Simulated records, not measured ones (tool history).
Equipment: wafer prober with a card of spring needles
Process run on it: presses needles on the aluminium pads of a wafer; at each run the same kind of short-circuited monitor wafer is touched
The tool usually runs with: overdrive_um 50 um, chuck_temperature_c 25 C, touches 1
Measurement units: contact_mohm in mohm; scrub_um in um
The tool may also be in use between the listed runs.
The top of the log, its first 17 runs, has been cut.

At hour 356.8: tips cleaned on abrasive film.
Run 18, hour 357.8: usual settings but chuck_temperature_c 29 C. Result: contact_mohm 175 mohm, scrub_um 7.94 um.
Run 19, hour 377.6: usual settings but chuck_temperature_c 29 C. Result: contact_mohm 252 mohm, scrub_um 8.02 um.
At hour 384.2: tips cleaned on abrasive film.
Run 20, hour 400.8: usual settings but overdrive_um 68 um, chuck_temperature_c 87 C, touches 3. Result: contact_mohm 174 mohm, scrub_um 11.12 um.
At hour 412.6: tips cleaned on abrasive film.
Run 21, hour 430: usual settings. Result: contact_mohm 251 mohm, scrub_um 8.02 um.
At hour 441.6: tips cleaned on abrasive film.
Run 22, hour 446.6: usual settings but overdrive_um 34 um. Result: contact_mohm 271 mohm, scrub_um 5.31 um.
Run 23, hour 460.5: usual settings but overdrive_um 55 um, chuck_temperature_c 94 C. Result: contact_mohm 241 mohm, scrub_um 8.87 um.
At hour 469.8: tips cleaned on abrasive film.
Run 24, hour 473.5: usual settings but overdrive_um 58 um, chuck_temperature_c 34 C. Result: contact_mohm 183 mohm, scrub_um 9.21 um.
Run 25, hour 494.4: usual settings but overdrive_um 35 um, chuck_temperature_c 39 C. Result: contact_mohm 370 mohm, scrub_um 5.56 um.
At hour 496.8: tips cleaned on abrasive film.
Run 26, hour 509.8: usual settings but overdrive_um 41 um, chuck_temperature_c 96 C. Result: contact_mohm 291 mohm, scrub_um 6.51 um.
At hour 523.4: tips cleaned on abrasive film.
Run 27, hour 530.7: usual settings but touches 2. Result: contact_mohm 193 mohm, scrub_um 7.94 um.
At hour 551.7: tips cleaned on abrasive film.
Run 28, hour 556.2: usual settings but touches 2. Result: contact_mohm 187 mohm, scrub_um 7.98 um.
Run 29, hour 577.9: usual settings but touches 2. Result: contact_mohm 218 mohm, scrub_um 7.97 um.
At hour 579.9: tips cleaned on abrasive film.
Run 30, hour 591.3: usual settings but touches 2. Result: contact_mohm 208 mohm, scrub_um 7.92 um.
At hour 607.2: tips cleaned on abrasive film.
Run 31, hour 619.1: usual settings but overdrive_um 46 um, chuck_temperature_c 40 C. Result: contact_mohm 259 mohm, scrub_um 7.12 um.
At hour 634.7: tips cleaned on abrasive film.
Run 32, hour 644.6: usual settings but overdrive_um 46 um, chuck_temperature_c 40 C. Result: contact_mohm 259 mohm, scrub_um 7.29 um.
At hour 662.1: tips cleaned on abrasive film.
Run 33, hour 666.8: usual settings but overdrive_um 46 um, chuck_temperature_c 40 C. Result: contact_mohm 227 mohm, scrub_um 7.15 um.

Forecast each of these 4 alternatives for the next run:
At hour 668.4: height of the first contact set anew.
Run A, hour 687.5: usual settings but overdrive_um 46 um, chuck_temperature_c 34 C. Result: contact_mohm ?, scrub_um ?.
At hour 668.4: height of the first contact set anew.
Run B, hour 687.5: usual settings but overdrive_um 48 um, chuck_temperature_c 40 C, touches 3. Result: contact_mohm ?, scrub_um ?.
At hour 668.4: height of the first contact set anew.
Run C, hour 687.5: usual settings but overdrive_um 46 um, chuck_temperature_c 60 C. Result: contact_mohm ?, scrub_um ?.
At hour 668.4: height of the first contact set anew.
Run D, hour 687.5: usual settings but overdrive_um 31 um, chuck_temperature_c 56 C, touches 2. Result: contact_mohm ?, scrub_um ?.

run  contact_mohm  scrub_um
  A           271      7.73
  B           195      7.93
  C           269      7.57
  D           311      5.29
With the hidden condition removed and each run's random variation left untouched, the same runs would have given:
run  contact_mohm  scrub_um
  A           150      7.73
  B           154      7.93
  C           152      7.57
  D           162      5.29
